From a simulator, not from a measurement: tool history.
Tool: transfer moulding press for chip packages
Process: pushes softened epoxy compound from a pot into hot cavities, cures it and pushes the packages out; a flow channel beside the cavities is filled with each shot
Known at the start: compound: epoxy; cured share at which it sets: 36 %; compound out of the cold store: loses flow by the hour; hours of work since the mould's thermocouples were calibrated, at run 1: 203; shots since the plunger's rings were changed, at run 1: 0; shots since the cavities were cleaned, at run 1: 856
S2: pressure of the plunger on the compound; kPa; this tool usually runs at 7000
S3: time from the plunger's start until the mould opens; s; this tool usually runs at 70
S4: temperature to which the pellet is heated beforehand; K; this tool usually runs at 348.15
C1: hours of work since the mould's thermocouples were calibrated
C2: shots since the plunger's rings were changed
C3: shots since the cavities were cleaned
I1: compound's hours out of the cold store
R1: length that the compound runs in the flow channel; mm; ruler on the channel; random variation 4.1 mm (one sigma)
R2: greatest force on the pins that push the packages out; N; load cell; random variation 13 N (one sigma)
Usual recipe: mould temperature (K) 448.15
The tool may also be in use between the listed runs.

Run 1, hour 0.0: usual settings; C1 203; C2 0; C3 856; I1 26.8. Result: R1 770 mm, R2 880 N.
At hour 16.9: cavities cleaned with cleaning compound and waxed.
Run 2, hour 50.9: usual settings; C1 230; C2 651; C3 448; I1 27.4. Result: R1 763 mm, R2 995 N.
At hour 97.8: cavities cleaned with cleaning compound and waxed.
Run 3, hour 100.3: usual settings; C1 257; C2 1283; C3 33; I1 11.6. Result: R1 821 mm, R2 711 N.
Run 4, hour 161.8: usual settings; C1 292; C2 2094; C3 844; I1 45.8. Result: R1 687 mm, R2 835 N.
At hour 181.6: cavities cleaned with cleaning compound and waxed.
Run 5, hour 211.2: usual settings; C1 319; C2 2725; C3 390; I1 26.8. Result: R1 745 mm, R2 830 N.
Run 6, hour 239.3: usual settings; C1 335; C2 3096; C3 761; I1 33.7. Result: R1 715 mm, R2 826 N.
At hour 264.0: cavities cleaned with cleaning compound and waxed.
Run 7, hour 283.2: usual settings; C1 359; C2 3655; C3 254; I1 43.0. Result: R1 680 mm, R2 728 N.
At hour 291.5: plunger's sealing rings changed.
At hour 297.7: cavities cleaned with cleaning compound and waxed, once more.
Run 8, hour 354.2: usual settings; C1 397; C2 806; C3 745; I1 47.0. Result: R1 686 mm, R2 831 N.
At hour 378.3: cavities cleaned with cleaning compound and waxed.
Run 9, hour 415.3: usual settings but S3 59 s; C1 430; C2 1592; C3 487; I1 25.9. Result: R1 757 mm, R2 1349 N.
Run 10, hour 443.6: usual settings but S3 59 s; C1 446; C2 1965; C3 860; I1 42.9. Result: R1 697 mm, R2 1347 N.
At hour 458.9: cavities cleaned with cleaning compound and waxed.
Run 11, hour 473.0: usual settings but S3 59 s; C1 462; C2 2333; C3 185; I1 15.1. Result: R1 796 mm, R2 1248 N.
Run 12, hour 500.7: usual settings but S3 104 s; C1 477; C2 2699; C3 551; I1 35.7. Result: R1 703 mm, R2 500 N.
At hour 542.6: cavities cleaned with cleaning compound and waxed.
Run 13, hour 551.6: usual settings but S3 104 s; C1 505; C2 3350; C3 119; I1 39.8. Result: R1 687 mm, R2 413 N.
At hour 586.4: plunger's sealing rings changed.
Run 14, hour 609.7: usual settings but S3 104 s; C1 537; C2 307; C3 852; I1 28.3. Result: R1 756 mm, R2 539 N.
At hour 628.7: cavities cleaned with cleaning compound and waxed.
Run 15, hour 654.5: usual settings but S4 354.15 K; C1 561; C2 877; C3 339; I1 37.3. Result: R1 722 mm, R2 752 N.
At hour 710.2: cavities cleaned with cleaning compound and waxed.
Run 16, hour 710.2: usual settings but S2 6330 kPa, S3 75 s, S4 340.15 K; C1 592; C2 1592; C3 0; I1 39.4. Result: R1 670 mm, R2 552 N.
Run 17, hour 745.9: usual settings but S2 6330 kPa, S3 75 s, S4 340.15 K; C1 612; C2 2063; C3 471; I1 47.6. Result: R1 641 mm, R2 699 N.
Run 18, hour 786.8: usual settings but S2 8210 kPa, S3 90 s, S4 341.15 K; C1 635; C2 2603; C3 1011; I1 34.4. Result: R1 777 mm, R2 597 N.
At hour 791.7: cavities cleaned with cleaning compound and waxed.
Run 19, hour 856.0: usual settings but mould temperature (K) 455.15, S2 8210 kPa, S3 102 s, S4 341.15 K; C1 673; C2 3495; C3 848; I1 47.3. Result: R1 711 mm, R2 545 N.
At hour 876.8: plunger's sealing rings changed.
At hour 878.3: cavities cleaned with cleaning compound and waxed.
Run 20, hour 904.6: usual settings but mould temperature (K) 453.15, S2 7360 kPa, S3 67 s, S4 344.15 K; C1 698; C2 347; C3 347; I1 39.3. Result: R1 721 mm, R2 695 N.
Run 21, hour 948.1: usual settings but mould temperature (K) 453.15, S2 6560 kPa, S3 67 s, S4 344.15 K; C1 723; C2 921; C3 921; I1 22.3. Result: R1 734 mm, R2 818 N.
At hour 958.4: cavities cleaned with cleaning compound and waxed.
Run 22, hour 994.8: usual settings but mould temperature (K) 452.15, S2 7390 kPa, S3 59 s, S4 343.15 K; C1 748; C2 1517; C3 480; I1 37.4. Result: R1 725 mm, R2 1066 N.
Run 23, hour 1029.9: usual settings but mould temperature (K) 444.15, S2 5550 kPa, S3 68 s, S4 345.15 K; C1 768; C2 1980; C3 943; I1 47.3. Result: R1 611 mm, R2 1251 N.
At hour 1040.8: cavities cleaned with cleaning compound and waxed.
Run 24, hour 1086.9: usual settings but mould temperature (K) 444.15, S2 5550 kPa, S3 68 s, S4 345.15 K; C1 799; C2 2711; C3 608; I1 15.1. Result: R1 713 mm, R2 1341 N.
At hour 1123.6: cavities cleaned with cleaning compound and waxed.
Run 25, hour 1138.5: usual settings but mould temperature (K) 444.15, S2 5550 kPa, S3 68 s, S4 345.15 K; C1 827; C2 3372; C3 196; I1 8.6. Result: R1 725 mm, R2 1185 N.
At hour 1167.8: plunger's sealing rings changed.
Run 26, hour 1197.4: usual settings but mould temperature (K) 444.15, S2 5550 kPa, S3 68 s, S4 347.15 K; C1 859; C2 390; C3 939; I1 35.3. Result: R1 668 mm, R2 1317 N.
At hour 1207.0: cavities cleaned with cleaning compound and waxed.
At hour 1243.2: mould's thermocouples calibrated.
Run 27, hour 1250.7: usual settings but mould temperature (K) 444.15, S2 6400 kPa, S3 68 s, S4 347.15 K; C1 4; C2 1047; C3 549; I1 24.1. Result: R1 731 mm, R2 1248 N.

3 options for the next run, each taken on its own from the tool as it stands now. Forecast them:
At hour 1292.3: cavities cleaned with cleaning compound and waxed.
Run A, hour 1311.1: usual settings but mould temperature (K) 444.15, S2 7330 kPa, S3 68 s, S4 347.15 K; C1 37; C2 1823; C3 247; I1 46.7. Result: R1 ?, R2 ?.
At hour 1292.3: cavities cleaned with cleaning compound and waxed.
Run B, hour 1311.1: usual settings but mould temperature (K) 453.15, S2 6400 kPa, S3 68 s; C1 37; C2 1823; C3 247; I1 21.2. Result: R1 ?, R2 ?.
At hour 1292.3: cavities cleaned with cleaning compound and waxed.
Run C, hour 1311.1: usual settings but mould temperature (K) 444.15, S2 6400 kPa, S3 68 s; C1 37; C2 1823; C3 247; I1 36.2. Result: R1 ?, R2 ?.

run   R1    R2
  A  700   980
  B  731   631
  C  690  1017
Stripped of hidden state, with their random variation kept, the same runs would have yielded:
run   R1   R2
  A  717  811
  B  748  523
  C  707  842

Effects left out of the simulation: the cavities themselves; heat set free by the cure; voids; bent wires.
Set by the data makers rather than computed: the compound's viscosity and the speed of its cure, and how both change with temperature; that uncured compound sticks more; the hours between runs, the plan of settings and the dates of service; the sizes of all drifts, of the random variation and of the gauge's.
